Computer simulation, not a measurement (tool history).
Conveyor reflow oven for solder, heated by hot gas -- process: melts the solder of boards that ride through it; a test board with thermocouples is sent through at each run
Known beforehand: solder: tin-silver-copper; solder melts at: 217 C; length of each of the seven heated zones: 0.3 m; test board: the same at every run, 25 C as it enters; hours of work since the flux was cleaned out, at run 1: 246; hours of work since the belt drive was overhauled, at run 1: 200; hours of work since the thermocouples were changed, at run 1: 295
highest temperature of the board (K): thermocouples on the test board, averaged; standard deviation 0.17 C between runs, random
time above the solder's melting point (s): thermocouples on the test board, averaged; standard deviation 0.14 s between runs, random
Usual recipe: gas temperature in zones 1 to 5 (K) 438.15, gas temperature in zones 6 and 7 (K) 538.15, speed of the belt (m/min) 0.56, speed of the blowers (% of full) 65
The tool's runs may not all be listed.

| run | hour | gas temperature in zones 1 to 5 (K) | gas temperature in zones 6 and 7 (K) | speed of the belt (m/min) | speed of the blowers (% of full) | hours of work since the flux was cleaned out | hours of work since the belt drive was overhauled | hours of work since the thermocouples were changed | highest temperature of the board (K) | time above the solder's melting point (s) |
|---|---|---|---|---|---|---|---|---|---|---|
| 1 | 0 | 438.15 | 538.15 | 0.56 | 65 | 246 | 200 | 295 | 523.75 | 45.1 |
| 2 | 32.4 | 438.15 | 538.15 | 0.56 | 65 | 264 | 217 | 312 | 523.75 | 45 |
| 3 | 49.4 | 443.15 | 538.15 | 0.56 | 65 | 273 | 226 | 321 | 524.25 | 46.8 |
| 4 | 76.6 | 443.15 | 538.15 | 0.56 | 65 | 287 | 241 | 335 | 524.55 | 46.6 |
| 5 | 108.8 | 443.15 | 538.15 | 0.56 | 65 | 304 | 258 | 352 | 524.35 | 46.9 |
|  | 127.7 | flux residue cleaned out of gas plates and filters |
| 6 | 141.6 | 438.15 | 538.15 | 0.56 | 65 | 7 | 272 | 367 | 525.25 | 46.1 |
| 7 | 165.2 | 438.15 | 536.15 | 0.56 | 65 | 20 | 285 | 380 | 523.25 | 45 |
| 8 | 185.3 | 438.15 | 530.15 | 0.56 | 65 | 30 | 295 | 390 | 517.75 | 41.4 |
| 9 | 207.6 | 438.15 | 538.15 | 0.56 | 55 | 42 | 307 | 402 | 523.25 | 44.6 |
| 10 | 239.3 | 438.15 | 550.15 | 0.56 | 65 | 59 | 324 | 419 | 536.25 | 52 |
| 11 | 271.7 | 443.15 | 550.15 | 0.56 | 65 | 76 | 341 | 436 | 536.75 | 53.5 |
| 12 | 297.1 | 443.15 | 550.15 | 0.56 | 65 | 89 | 355 | 449 | 537.05 | 53.6 |
| 13 | 323.6 | 443.15 | 550.15 | 0.56 | 65 | 104 | 369 | 463 | 536.65 | 53.5 |
| 14 | 354.9 | 443.15 | 550.15 | 0.631 | 65 | 120 | 385 | 480 | 532.45 | 45 |
| 15 | 370.2 | 443.15 | 550.15 | 0.631 | 65 | 128 | 393 | 488 | 532.75 | 45.3 |
| 16 | 392.1 | 443.15 | 550.15 | 0.631 | 65 | 140 | 405 | 499 | 532.45 | 45.2 |
| 17 | 407.8 | 443.15 | 545.15 | 0.605 | 51 | 148 | 413 | 508 | 526.65 | 43.8 |
|  | 413.9 | belt drive overhauled, speed set with a stopwatch |
| 18 | 431.3 | 443.15 | 545.15 | 0.648 | 85 | 158 | 9 | 518 | 530.45 | 43.4 |
| 19 | 446.3 | 438.15 | 538.15 | 0.535 | 55 | 166 | 17 | 526 | 524.85 | 48.4 |
| 20 | 461.1 | 438.15 | 538.15 | 0.535 | 55 | 174 | 25 | 534 | 524.85 | 48 |
|  | 483 | belt drive overhauled, speed set with a stopwatch, once more |
| 21 | 489.3 | 438.15 | 534.15 | 0.56 | 51 | 187 | 3 | 547 | 518.45 | 40.9 |
| 22 | 506.9 | 438.15 | 538.15 | 0.581 | 51 | 196 | 13 | 556 | 520.75 | 40.7 |
| 23 | 523.9 | 438.15 | 527.15 | 0.581 | 83 | 205 | 22 | 565 | 516.45 | 38.9 |
| 24 | 549.2 | 438.15 | 550.15 | 0.56 | 65 | 218 | 35 | 578 | 535.95 | 51.5 |
| 25 | 581 | 438.15 | 550.15 | 0.56 | 65 | 235 | 52 | 595 | 535.75 | 51.5 |
|  | 606.9 | thermocouples of zones 6 and 7 changed |
| 26 | 609.2 | 430.15 | 550.15 | 0.56 | 84 | 249 | 66 | 1 | 535.45 | 50.2 |
| 27 | 629.6 | 430.15 | 528.15 | 0.56 | 76 | 260 | 76 | 12 | 514.15 | 36.6 |
| 28 | 660.5 | 430.15 | 528.15 | 0.56 | 76 | 276 | 93 | 28 | 514.05 | 36.6 |
| 29 | 690.1 | 430.15 | 528.15 | 0.56 | 76 | 292 | 108 | 44 | 514.05 | 36.6 |
| 30 | 704.5 | 447.15 | 538.15 | 0.56 | 65 | 299 | 116 | 52 | 524.15 | 48.1 |
| 31 | 718.9 | 434.15 | 538.15 | 0.5 | 65 | 307 | 124 | 59 | 525.85 | 51.7 |

Forecast each of these 3 alternatives for the next run:
|  | 734.3 | flux residue cleaned out of gas plates and filters |
| A | 745.1 | 433.15 | 538.15 | 0.5 | 65 | 6 | 135 | 70 | ? | ? |
|  | 734.3 | flux residue cleaned out of gas plates and filters |
| B | 745.1 | 453.15 | 533.15 | 0.5 | 57 | 6 | 135 | 70 | ? | ? |
|  | 734.3 | flux residue cleaned out of gas plates and filters |
| C | 745.1 | 438.15 | 538.15 | 0.474 | 65 | 6 | 135 | 70 | ? | ? |

| run | highest temperature of the board (K) | time above the solder's melting point (s) |
|---|---|---|
| A | 526.85 | 52.5 |
| B | 523.55 | 56.6 |
| C | 528.85 | 58.8 |
The same runs, with their run-to-run variation unchanged, on a tool lacking any hidden condition would have given:
| run | highest temperature of the board (K) | time above the solder's melting point (s) |
|---|---|---|
| A | 526.55 | 52.3 |
| B | 523.35 | 56.5 |
| C | 528.55 | 58.6 |

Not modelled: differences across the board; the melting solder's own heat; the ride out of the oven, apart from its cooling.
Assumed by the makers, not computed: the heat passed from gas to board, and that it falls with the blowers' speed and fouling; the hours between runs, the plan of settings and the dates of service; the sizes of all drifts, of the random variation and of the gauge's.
